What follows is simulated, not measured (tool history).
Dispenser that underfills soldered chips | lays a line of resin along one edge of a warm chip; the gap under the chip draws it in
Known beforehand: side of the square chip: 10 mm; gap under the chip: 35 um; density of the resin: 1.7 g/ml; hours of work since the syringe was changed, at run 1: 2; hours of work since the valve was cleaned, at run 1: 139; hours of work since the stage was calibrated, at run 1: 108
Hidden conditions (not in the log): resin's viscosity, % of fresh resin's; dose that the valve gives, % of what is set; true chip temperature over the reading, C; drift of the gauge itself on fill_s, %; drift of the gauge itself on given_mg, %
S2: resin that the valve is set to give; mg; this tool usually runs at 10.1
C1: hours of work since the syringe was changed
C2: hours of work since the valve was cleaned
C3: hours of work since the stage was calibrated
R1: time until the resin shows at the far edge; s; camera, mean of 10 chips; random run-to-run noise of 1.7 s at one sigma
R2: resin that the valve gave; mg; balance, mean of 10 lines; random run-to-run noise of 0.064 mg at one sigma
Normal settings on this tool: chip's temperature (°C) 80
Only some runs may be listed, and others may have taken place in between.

run 1 hour=0 | chip's_temperature_(°C)=80 S2=10.1 | C1=2 C2=139 C3=108 | R1=193.6 R2=8.94
-- hour=1.6 dispensing valve cleaned and set on the balance
run 2 hour=6.1 | chip's_temperature_(°C)=80 S2=10.1 | C1=5 C2=3 C3=111 | R1=257.4 R2=10.2
run 3 hour=10.4 | chip's_temperature_(°C)=80 S2=10.1 | C1=8 C2=6 C3=114 | R1=339.4 R2=9.96
-- hour=12.2 new syringe of resin
run 4 hour=15.9 | chip's_temperature_(°C)=80 S2=10.1 | C1=3 C2=10 C3=118 | R1=202.8 R2=10.02
run 5 hour=21 | chip's_temperature_(°C)=80 S2=9.6 | C1=6 C2=13 C3=122 | R1=282.8 R2=9.44
run 6 hour=24.3 | chip's_temperature_(°C)=80 S2=9.6 | C1=9 C2=16 C3=124 | R1=353.9 R2=9.49
-- hour=26 new syringe of resin
run 7 hour=29.4 | chip's_temperature_(°C)=80 S2=9.6 | C1=2 C2=19 C3=127 | R1=204.3 R2=9.44
run 8 hour=35.5 | chip's_temperature_(°C)=80 S2=9.6 | C1=7 C2=23 C3=132 | R1=285.1 R2=9.45
-- hour=39.3 new syringe of resin
run 9 hour=39.5 | chip's_temperature_(°C)=88 S2=10.9 | C1=0 C2=26 C3=134 | R1=119.1 R2=10.69
run 10 hour=43.5 | chip's_temperature_(°C)=88 S2=10.9 | C1=3 C2=29 C3=137 | R1=151.4 R2=10.59
run 11 hour=47.5 | chip's_temperature_(°C)=92 S2=9.2 | C1=6 C2=32 C3=140 | R1=170.6 R2=8.82
run 12 hour=50 | chip's_temperature_(°C)=82 S2=11.6 | C1=8 C2=33 C3=142 | R1=287.6 R2=11.27
-- hour=52.6 new syringe of resin
run 13 hour=56.1 | chip's_temperature_(°C)=82 S2=11 | C1=2 C2=38 C3=146 | R1=182.4 R2=10.62
run 14 hour=61.9 | chip's_temperature_(°C)=75 S2=12.9 | C1=7 C2=42 C3=150 | R1=356.5 R2=12.6
-- hour=66.3 new syringe of resin
run 15 hour=68.4 | chip's_temperature_(°C)=83 S2=10.1 | C1=1 C2=46 C3=154 | R1=164.6 R2=9.73

Alternative continuations, all from the tool just after run 15; predict every row:
run A hour=71.1 | chip's_temperature_(°C)=79 S2=9.7 | C1=3 C2=48 C3=156 | R1=? R2=?
run B hour=71.1 | chip's_temperature_(°C)=66 S2=9.5 | C1=3 C2=48 C3=156 | R1=? R2=?
run C hour=71.1 | chip's_temperature_(°C)=78 S2=9.7 | C1=3 C2=48 C3=156 | R1=? R2=?

run=A R1=234.4 R2=9.27
run=B R1=412 R2=9.11
run=C R1=237.2 R2=9.34
Had the tool no hidden state, the same runs would have come out as:
run=A R1=180.3 R2=9.66
run=B R1=317.8 R2=9.5
run=C R1=182.6 R2=9.74
